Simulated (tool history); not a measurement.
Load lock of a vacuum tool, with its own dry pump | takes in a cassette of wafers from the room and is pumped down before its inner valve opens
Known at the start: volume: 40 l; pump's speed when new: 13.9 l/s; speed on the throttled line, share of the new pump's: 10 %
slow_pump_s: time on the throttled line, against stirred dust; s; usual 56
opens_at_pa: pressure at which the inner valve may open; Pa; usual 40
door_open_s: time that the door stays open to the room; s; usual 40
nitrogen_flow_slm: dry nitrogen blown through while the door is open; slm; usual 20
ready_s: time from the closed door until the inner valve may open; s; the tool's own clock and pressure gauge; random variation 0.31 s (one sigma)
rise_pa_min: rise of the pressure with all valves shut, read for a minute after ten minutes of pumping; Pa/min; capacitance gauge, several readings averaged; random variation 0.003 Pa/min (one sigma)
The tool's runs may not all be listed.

run,hour,slow_pump_s,opens_at_pa,door_open_s,nitrogen_flow_slm,"incoming humidity of the room's air, %",ready_s,rise_pa_min
1,0,56,40,40,20,43.9,73,0.077
2,67.4,56,40,40,20,52.7,72.9,0.082
3,124.3,56,40,40,20,46.8,73.2,0.082
4,185.3,56,40,40,20,47,72.9,0.088
5,267.8,56,40,40,7,44.1,72.9,0.1
6,334.6,56,40,40,7,44.8,73.8,0.097
7,394,56,40,40,7,46.3,73.8,0.099
8,447.2,56,40,40,7,45.1,73.2,0.103
9,497.2,56,40,110,20,44,73,0.107
10,562,56,40,110,20,44.6,73,0.108
11,637.9,56,78,110,10,43.8,71.1,0.116
12,692.4,45,79,44,20,42.4,61.6,0.108
13,771,85,47,44,34,44.5,98.6,0.102
14,841.4,56,36,40,20,42.5,73.2,0.104
15,883.3,56,36,40,20,47.8,73.4,0.121
16,969.4,56,40,40,20,43.1,73.1,0.109
17,1038.6,56,40,40,20,46.2,73.3,0.117
18,1095.2,56,40,109,20,42,73.5,0.13
19,1185,56,40,109,20,42.1,73.3,0.135
20,1266.2,56,73,109,9,45.4,71,0.145

3 ways to go on from here, each from the tool as it stands after run 20. What would each give?
A,1315.8,84,33,39,9,48.3,?,?
B,1315.8,56,40,40,13,45.8,?,?
C,1315.8,51,35,122,20,43.7,?,?

run,ready_s,rise_pa_min
A,99.4,0.133
B,72.9,0.137
C,69,0.146
Without the tool's hidden state the same runs would have given:
run,ready_s,rise_pa_min
A,98.8,0.024
B,72.3,0.027
C,68.3,0.036
